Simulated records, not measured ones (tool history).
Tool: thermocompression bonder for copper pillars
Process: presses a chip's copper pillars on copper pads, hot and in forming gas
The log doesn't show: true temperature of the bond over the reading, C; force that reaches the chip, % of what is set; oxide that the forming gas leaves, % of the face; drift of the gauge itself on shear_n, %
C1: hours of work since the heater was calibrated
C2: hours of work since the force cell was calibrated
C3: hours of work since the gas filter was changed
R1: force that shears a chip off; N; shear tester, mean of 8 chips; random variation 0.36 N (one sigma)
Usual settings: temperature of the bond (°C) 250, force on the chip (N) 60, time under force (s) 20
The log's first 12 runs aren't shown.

run 13 hour=844.1 | temperature_of_the_bond_(°C)=277 force_on_the_chip_(N)=60 time_under_force_(s)=20 | C1=324 C2=170 C3=254 | R1=52.0
run 14 hour=920.0 | temperature_of_the_bond_(°C)=277 force_on_the_chip_(N)=78 time_under_force_(s)=20 | C1=371 C2=217 C3=300 | R1=62.0
-- hour=945.6 forming gas filter changed
run 15 hour=961.6 | temperature_of_the_bond_(°C)=277 force_on_the_chip_(N)=78 time_under_force_(s)=20 | C1=396 C2=242 C3=10 | R1=65.6
run 16 hour=1003.5 | temperature_of_the_bond_(°C)=250 force_on_the_chip_(N)=60 time_under_force_(s)=20 | C1=422 C2=268 C3=36 | R1=36.6
run 17 hour=1086.0 | temperature_of_the_bond_(°C)=250 force_on_the_chip_(N)=60 time_under_force_(s)=35 | C1=473 C2=318 C3=86 | R1=43.5
run 18 hour=1160.5 | temperature_of_the_bond_(°C)=250 force_on_the_chip_(N)=60 time_under_force_(s)=35 | C1=519 C2=364 C3=132 | R1=43.7
run 19 hour=1214.6 | temperature_of_the_bond_(°C)=250 force_on_the_chip_(N)=38 time_under_force_(s)=20 | C1=552 C2=397 C3=165 | R1=20.4
run 20 hour=1305.3 | temperature_of_the_bond_(°C)=257 force_on_the_chip_(N)=70 time_under_force_(s)=38 | C1=608 C2=453 C3=221 | R1=54.3
run 21 hour=1384.9 | temperature_of_the_bond_(°C)=250 force_on_the_chip_(N)=88 time_under_force_(s)=16 | C1=656 C2=502 C3=270 | R1=46.0
-- hour=1430.0 heater calibrated with a thermocouple chip
-- hour=1456.8 forming gas filter changed
run 22 hour=1466.8 | temperature_of_the_bond_(°C)=247 force_on_the_chip_(N)=60 time_under_force_(s)=20 | C1=22 C2=551 C3=6 | R1=39.7
run 23 hour=1524.4 | temperature_of_the_bond_(°C)=247 force_on_the_chip_(N)=60 time_under_force_(s)=20 | C1=58 C2=586 C3=42 | R1=39.7
run 24 hour=1621.0 | temperature_of_the_bond_(°C)=238 force_on_the_chip_(N)=52 time_under_force_(s)=11 | C1=117 C2=646 C3=101 | R1=22.0
run 25 hour=1716.9 | temperature_of_the_bond_(°C)=266 force_on_the_chip_(N)=48 time_under_force_(s)=20 | C1=176 C2=704 C3=160 | R1=40.6
run 26 hour=1780.6 | temperature_of_the_bond_(°C)=237 force_on_the_chip_(N)=38 time_under_force_(s)=47 | C1=215 C2=744 C3=199 | R1=26.1
-- hour=1822.7 force cell calibrated
run 27 hour=1862.0 | temperature_of_the_bond_(°C)=237 force_on_the_chip_(N)=38 time_under_force_(s)=47 | C1=264 C2=24 C3=248 | R1=23.1
run 28 hour=1916.0 | temperature_of_the_bond_(°C)=237 force_on_the_chip_(N)=38 time_under_force_(s)=47 | C1=297 C2=57 C3=281 | R1=23.4
-- hour=1966.5 forming gas filter changed
run 29 hour=1980.5 | temperature_of_the_bond_(°C)=237 force_on_the_chip_(N)=38 time_under_force_(s)=47 | C1=337 C2=97 C3=9 | R1=23.5
run 30 hour=2062.3 | temperature_of_the_bond_(°C)=237 force_on_the_chip_(N)=90 time_under_force_(s)=47 | C1=387 C2=147 C3=59 | R1=56.5
run 31 hour=2146.1 | temperature_of_the_bond_(°C)=237 force_on_the_chip_(N)=90 time_under_force_(s)=25 | C1=439 C2=198 C3=110 | R1=46.7
run 32 hour=2191.9 | temperature_of_the_bond_(°C)=249 force_on_the_chip_(N)=64 time_under_force_(s)=16 | C1=467 C2=227 C3=138 | R1=33.4
run 33 hour=2274.6 | temperature_of_the_bond_(°C)=221 force_on_the_chip_(N)=38 time_under_force_(s)=11 | C1=517 C2=277 C3=189 | R1=8.1
run 34 hour=2353.9 | temperature_of_the_bond_(°C)=221 force_on_the_chip_(N)=38 time_under_force_(s)=11 | C1=566 C2=326 C3=238 | R1=8.3
run 35 hour=2400.2 | temperature_of_the_bond_(°C)=221 force_on_the_chip_(N)=38 time_under_force_(s)=11 | C1=595 C2=355 C3=266 | R1=8.3
-- hour=2477.5 forming gas filter changed
run 36 hour=2499.3 | temperature_of_the_bond_(°C)=221 force_on_the_chip_(N)=53 time_under_force_(s)=60 | C1=655 C2=415 C3=13 | R1=26.2
-- hour=2540.5 heater calibrated with a thermocouple chip
run 37 hour=2589.3 | temperature_of_the_bond_(°C)=221 force_on_the_chip_(N)=53 time_under_force_(s)=60 | C1=30 C2=469 C3=67 | R1=33.6

5 ways to go on from here, each from the tool as it stands after run 37. What would each give?
run A hour=2639.3 | temperature_of_the_bond_(°C)=266 force_on_the_chip_(N)=88 time_under_force_(s)=60 | C1=61 C2=500 C3=98 | R1=?
run B hour=2639.3 | temperature_of_the_bond_(°C)=249 force_on_the_chip_(N)=85 time_under_force_(s)=24 | C1=61 C2=500 C3=98 | R1=?
run C hour=2639.3 | temperature_of_the_bond_(°C)=239 force_on_the_chip_(N)=53 time_under_force_(s)=12 | C1=61 C2=500 C3=98 | R1=?
run D hour=2639.3 | temperature_of_the_bond_(°C)=260 force_on_the_chip_(N)=69 time_under_force_(s)=50 | C1=61 C2=500 C3=98 | R1=?
run E hour=2639.3 | temperature_of_the_bond_(°C)=243 force_on_the_chip_(N)=45 time_under_force_(s)=16 | C1=61 C2=500 C3=98 | R1=?

run=A R1=79.4
run=B R1=58.7
run=C R1=24.7
run=D R1=67.5
run=E R1=24.6
Without the tool's hidden state the same runs would have given:
run=A R1=79.7
run=B R1=57.8
run=C R1=23.9
run=D R1=66.9
run=E R1=23.8

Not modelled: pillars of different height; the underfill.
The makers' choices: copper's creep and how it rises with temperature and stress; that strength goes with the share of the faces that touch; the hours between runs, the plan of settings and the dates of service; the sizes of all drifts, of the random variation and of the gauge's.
